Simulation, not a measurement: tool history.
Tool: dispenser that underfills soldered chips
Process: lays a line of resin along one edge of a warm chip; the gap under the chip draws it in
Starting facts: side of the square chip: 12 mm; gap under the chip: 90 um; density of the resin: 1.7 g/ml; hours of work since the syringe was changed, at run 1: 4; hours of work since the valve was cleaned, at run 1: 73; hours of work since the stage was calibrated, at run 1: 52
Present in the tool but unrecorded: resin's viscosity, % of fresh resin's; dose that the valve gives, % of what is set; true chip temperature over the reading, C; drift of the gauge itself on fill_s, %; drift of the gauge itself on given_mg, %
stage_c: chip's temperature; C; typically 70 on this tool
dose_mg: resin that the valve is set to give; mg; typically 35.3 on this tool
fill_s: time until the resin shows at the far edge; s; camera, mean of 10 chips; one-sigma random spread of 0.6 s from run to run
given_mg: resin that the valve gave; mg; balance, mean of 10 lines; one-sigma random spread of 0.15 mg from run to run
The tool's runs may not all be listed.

run,hour,stage_c,dose_mg,hours of work since the syringe was changed,hours of work since the valve was cleaned,hours of work since the stage was calibrated,fill_s,given_mg
1,0.0,70,35.3,4,73,52,69.7,34.26
2,3.9,70,35.3,6,75,54,86.9,34.47
3,7.0,70,35.3,8,77,56,104.2,34.15
# hour 9.4: new syringe of resin
4,11.8,70,35.3,2,80,59,57.7,33.89
5,15.2,70,35.3,4,82,61,69.2,33.97
6,21.7,70,35.3,8,87,65,98.4,33.87
# hour 24.3: new syringe of resin
7,24.8,70,35.3,0,88,67,52.2,34.09
8,29.4,70,35.3,3,91,70,67.4,34.01
9,34.0,70,35.3,6,94,73,85.6,34.18
10,36.8,56,35.3,8,96,75,206.6,33.95
# hour 39.1: new syringe of resin
11,43.9,56,35.3,3,100,79,137.6,33.70
# hour 45.7: dispensing valve cleaned and set on the balance
12,48.9,70,33.4,6,2,82,84.2,33.11
# hour 55.1: new syringe of resin
13,55.6,70,35.3,0,6,86,51.1,35.25
14,59.2,70,35.3,3,9,88,61.9,35.20
15,62.9,70,35.3,5,11,90,76.6,35.11
16,66.3,70,35.3,7,13,93,92.2,35.06
# hour 70.1: new syringe of resin
17,72.2,70,35.3,1,17,96,56.9,34.95
18,76.3,70,35.3,4,19,99,71.5,34.95
19,82.6,59,41.6,8,23,103,175.6,41.16
# hour 84.9: new syringe of resin
20,87.8,81,45.7,2,26,106,34.3,45.04
21,93.4,70,41.8,5,30,110,82.4,41.26
22,98.9,64,32.6,9,34,113,155.3,32.03
# hour 99.7: new syringe of resin
23,104.3,70,44.0,3,37,116,63.8,42.97
24,111.1,70,44.0,7,41,121,92.3,43.43
# hour 114.4: new syringe of resin
25,116.2,77,32.0,1,44,124,39.7,31.26
26,120.3,74,36.0,4,47,126,57.8,35.58
27,123.9,81,44.6,6,49,129,49.0,43.65
# hour 129.3: new syringe of resin
28,130.3,61,45.3,1,53,133,82.8,44.38
29,135.3,61,45.3,4,56,136,111.5,44.32
30,138.6,61,45.3,6,58,138,130.8,44.06
31,142.5,83,33.9,8,61,141,56.3,33.34
# hour 143.9: new syringe of resin
32,149.3,77,33.0,3,65,145,48.7,32.08
33,155.2,59,39.1,7,69,148,163.5,38.15
# hour 159.0: new syringe of resin
34,161.3,64,35.8,1,73,152,77.0,34.67
35,166.3,83,44.0,5,76,155,38.3,42.49
36,170.9,63,39.6,8,79,158,140.8,38.78

Some steps in fill_s, run to run, broken into two amounts with sign: the step expected even without the hidden condition (settings, incoming material, random variation), and the rest, left for the hidden condition together with whatever gauge scatter is not in both the measured and the hidden-condition-free result:
Run 9 -> 10: stage_c 70 -> 56. fill_s +121.0 s: hidden state +65.6, all else +55.4.
Run 10 -> 11: new syringe of resin. fill_s -69.0 s: hidden state -69.4, all else +0.4.
Run 19 -> 20: stage_c 59 -> 81, dose_mg 41.6 -> 45.7, new syringe of resin. fill_s -141.3 s: hidden state -79.2, all else -62.1.
Run 22 -> 23: stage_c 64 -> 70, dose_mg 32.6 -> 44.0, new syringe of resin. fill_s -91.5 s: hidden state -69.3, all else -22.2.
Run 32 -> 33: stage_c 77 -> 59, dose_mg 33.0 -> 39.1. fill_s +114.8 s: hidden state +60.8, all else +54.0.
